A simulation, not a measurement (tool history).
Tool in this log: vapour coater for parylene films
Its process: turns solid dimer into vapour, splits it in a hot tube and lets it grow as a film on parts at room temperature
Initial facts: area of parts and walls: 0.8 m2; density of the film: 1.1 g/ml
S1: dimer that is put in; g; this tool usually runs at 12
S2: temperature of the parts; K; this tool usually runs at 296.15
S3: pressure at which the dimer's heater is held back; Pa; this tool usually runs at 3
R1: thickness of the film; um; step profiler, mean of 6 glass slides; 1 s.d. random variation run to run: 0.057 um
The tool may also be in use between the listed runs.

run   hour  S1      S2    S3     R1
  1      0  12  296.15     3   8.53
  2   17.8  12  296.15     3   8.44
      31.1  -- trap's valve overhauled
  3   39.1  12  296.15     3   9.66
  4   53.4  12  296.15     3   9.47
  5   70.2  12  296.15     3   9.54
  6   95.6  12  296.15     3   9.48
  7  121.4  12  296.15     3   9.38
  8  139.2  12  296.15     3   9.38
  9  157.9  12  296.15     3   9.36
 10  176.3  12  296.15     3   9.34
 11  191.8  12  296.15     3   9.32
 12  206.9  12  296.15     3   9.19
 13  218.3  12  296.15     3   9.13
 14  235.5  12  296.15     3   9.09
 15  260.2  12  296.15     3   9.07
 16  283.6  12  296.15  6.11   8.71
 17  297.9  12  296.15  6.11   8.55
 18  319.4  12  296.15     3    8.9
 19  334.1  12  296.15     3   8.92
 20  355.6  12  296.15     3   8.86
 21  370.1  12  296.15     3   8.82
 22  395.8  12  296.15     3   8.86
 23  422.5  12  296.15     3   8.76
 24  439.7   5  296.15     3   3.62
 25  454.5   5  296.15     3   3.57
 26    475  11  291.15  3.67   9.04
 27  493.1   6  298.15  7.89   3.83
 28    515   6  298.15  7.89   3.77
 29  537.2   6  298.15  7.89   3.75
     542.8  -- trap's valve overhauled
 30  553.4   6  296.15   8.1   4.57
 31  574.8   6  296.15   8.1   4.52
 32  594.2  12  296.15  6.19   9.03
 33  620.5  18  296.15     3  14.02
 34  634.4  18  296.15     3  14.01
 35  659.1   7  298.15  7.82   4.89
 36  685.7   7  298.15  7.82   4.86
 37  710.8   6  296.15  8.53   4.38
 38  726.6   6  296.15  8.53   4.35
 39  744.7  10  296.15  2.26   7.76
 40  770.2   7  304.15  5.41   4.04
 41  796.5   7  299.15  2.12   4.89
 42  809.7   7  299.15  3.42   4.75
 43  833.4   9  307.15  2.04   4.93
 44  844.7  19  289.15  2.04  17.65
 45  871.6   7  298.15  4.07   4.71
 46  897.9  10  293.15  2.58   7.95
 47  916.6  12  305.15   8.1   6.41

Consider 4 possible next runs. They are alternatives, not a sequence: every one starts from the tool as it was left by run 47. What does each give?
  A  929.6   9  305.15   8.1   ?
  B  929.6   5  300.15  4.17   ?
  C  929.6   6  292.15     3   ?
  D  929.6  11  291.15  2.43   ?

run    R1
  A  4.69
  B  3.15
  C  4.92
  D  9.34
Without the tool's unlogged condition, the same runs would have read:
run     R1
  A    5.3
  B   3.56
  C   5.56
  D  10.54

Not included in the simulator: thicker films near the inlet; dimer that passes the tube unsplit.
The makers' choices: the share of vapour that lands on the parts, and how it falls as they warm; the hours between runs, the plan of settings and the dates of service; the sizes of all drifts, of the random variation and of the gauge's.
